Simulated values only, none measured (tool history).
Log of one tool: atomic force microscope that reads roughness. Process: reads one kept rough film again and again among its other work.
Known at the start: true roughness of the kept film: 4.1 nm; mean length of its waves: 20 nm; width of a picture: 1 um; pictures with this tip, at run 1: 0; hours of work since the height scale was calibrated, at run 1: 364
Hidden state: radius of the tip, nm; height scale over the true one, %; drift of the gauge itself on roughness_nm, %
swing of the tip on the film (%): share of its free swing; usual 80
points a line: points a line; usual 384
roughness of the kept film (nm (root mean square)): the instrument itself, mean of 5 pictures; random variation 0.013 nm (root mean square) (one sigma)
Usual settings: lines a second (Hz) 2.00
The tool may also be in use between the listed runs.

| run | hour | lines a second (Hz) | swing of the tip on the film (%) | points a line | pictures with this tip | hours of work since the height scale was calibrated | roughness of the kept film (nm (root mean square)) |
|---|---|---|---|---|---|---|---|
| 1 | 0.0 | 2.00 | 80 | 384 | 0 | 364 | 3.001 |
| 2 | 20.3 | 2.00 | 67 | 384 | 39 | 376 | 3.005 |
| 3 | 39.9 | 2.00 | 67 | 384 | 76 | 388 | 2.875 |
| 4 | 59.4 | 2.00 | 67 | 384 | 113 | 401 | 2.772 |
| 5 | 80.6 | 1.99 | 80 | 384 | 153 | 414 | 2.572 |
|  | 93.1 | new tip fitted |
| 6 | 98.1 | 2.00 | 70 | 384 | 10 | 424 | 3.118 |
| 7 | 112.7 | 2.00 | 80 | 384 | 37 | 433 | 2.949 |
| 8 | 136.0 | 2.00 | 80 | 384 | 81 | 448 | 2.790 |
| 9 | 153.7 | 2.00 | 80 | 891 | 115 | 459 | 2.735 |
| 10 | 169.3 | 2.00 | 80 | 644 | 144 | 468 | 2.653 |
|  | 186.7 | new tip fitted |
| 11 | 186.7 | 2.00 | 80 | 644 | 0 | 479 | 3.107 |
| 12 | 207.8 | 2.00 | 70 | 916 | 40 | 492 | 3.040 |
| 13 | 229.4 | 1.17 | 70 | 384 | 81 | 506 | 2.937 |

Run 14 comes next. What will it give?
| 14 | 244.7 | 1.17 | 70 | 384 | 110 | 515 | ? |

{"run 14": {"roughness of the kept film (nm (root mean square))": 2.853}}
Without the tool's hidden state the same run would have given roughness of the kept film (nm (root mean square)) 3.259.

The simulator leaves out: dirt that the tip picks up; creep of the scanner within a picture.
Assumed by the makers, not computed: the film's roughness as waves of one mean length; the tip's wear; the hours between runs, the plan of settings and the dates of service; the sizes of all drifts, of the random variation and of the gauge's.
